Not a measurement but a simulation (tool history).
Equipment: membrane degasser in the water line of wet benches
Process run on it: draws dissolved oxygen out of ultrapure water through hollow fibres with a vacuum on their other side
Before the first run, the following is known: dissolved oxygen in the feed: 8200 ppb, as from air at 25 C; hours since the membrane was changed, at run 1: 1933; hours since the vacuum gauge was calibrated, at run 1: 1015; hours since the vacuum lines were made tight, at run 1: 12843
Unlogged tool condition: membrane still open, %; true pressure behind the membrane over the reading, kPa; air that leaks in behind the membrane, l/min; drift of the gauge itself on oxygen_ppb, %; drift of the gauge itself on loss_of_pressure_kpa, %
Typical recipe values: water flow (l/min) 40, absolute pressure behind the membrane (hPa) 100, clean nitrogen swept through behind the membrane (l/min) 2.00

run	hour	water flow (l/min)	absolute pressure behind the membrane (hPa)	clean nitrogen swept through behind the membrane (l/min)	hours since the membrane was changed	hours since the vacuum gauge was calibrated	hours since the vacuum lines were made tight	dissolved oxygen in the water behind the degasser (ppb)	pressure that the water loses in the fibres (hPa)
1	0.0	40	100	2.00	1933	1015	12843	568.4	305.8
2	60.2	40	100	2.00	1993	1075	12903	567.8	304.9
3	109.5	40	100	2.00	2043	1124	12952	573.9	302.4
4	170.7	40	100	2.00	2104	1185	13013	578.0	308.8
# hour 182.2: seals of the vacuum lines changed
5	213.2	40	100	2.00	2144	1226	31	578.9	305.1
6	248.5	40	100	2.00	2180	1261	66	572.2	306.2
7	292.2	40	100	2.00	2223	1305	110	575.9	305.5
8	334.4	40	100	2.00	2265	1347	152	572.4	305.0
9	375.9	40	100	2.00	2307	1389	194	562.7	304.7
10	416.8	40	100	2.67	2348	1429	235	502.1	304.3
11	467.6	40	100	2.67	2399	1480	285	512.1	305.1
12	513.7	40	100	2.67	2445	1526	331	521.3	305.2
13	577.0	40	100	1.36	2508	1590	395	676.2	302.6
14	632.1	40	100	1.36	2563	1645	450	683.8	307.8
15	690.0	28	157	3.53	2621	1703	508	421.7	213.6
16	742.7	28	157	3.53	2674	1755	561	426.4	214.4
17	771.5	28	157	3.53	2703	1784	589	421.9	212.7
18	834.7	28	157	3.53	2766	1847	652	426.7	214.2
19	885.5	28	157	3.53	2817	1898	703	437.5	215.1
20	948.2	31	184	1.51	2879	1961	766	848.7	237.2
21	976.3	60	102	4.73	2907	1989	794	631.7	458.7
22	1034.2	60	77	1.22	2965	2047	852	812.2	460.9
23	1086.2	62	122	2.00	3017	2099	904	949.2	477.3
24	1113.1	43	110	2.00	3044	2126	931	648.8	330.1
25	1169.5	43	110	2.00	3101	2182	987	655.5	332.0

What if the next run were any one of these 3? Each begins from the tool's condition after run 25:
A	1227.2	43	78	2.00	3158	2240	1045	?	?
B	1227.2	31	100	2.00	3158	2240	1045	?	?
C	1227.2	30	110	2.33	3158	2240	1045	?	?

run	dissolved oxygen in the water behind the degasser (ppb)	pressure that the water loses in the fibres (hPa)
A	518.0	327.3
B	469.5	239.0
C	442.6	231.5
With no hidden state in the tool, these same runs would have given:
run	dissolved oxygen in the water behind the degasser (ppb)	pressure that the water loses in the fibres (hPa)
A	499.0	321.3
B	453.9	234.6
C	427.8	227.2
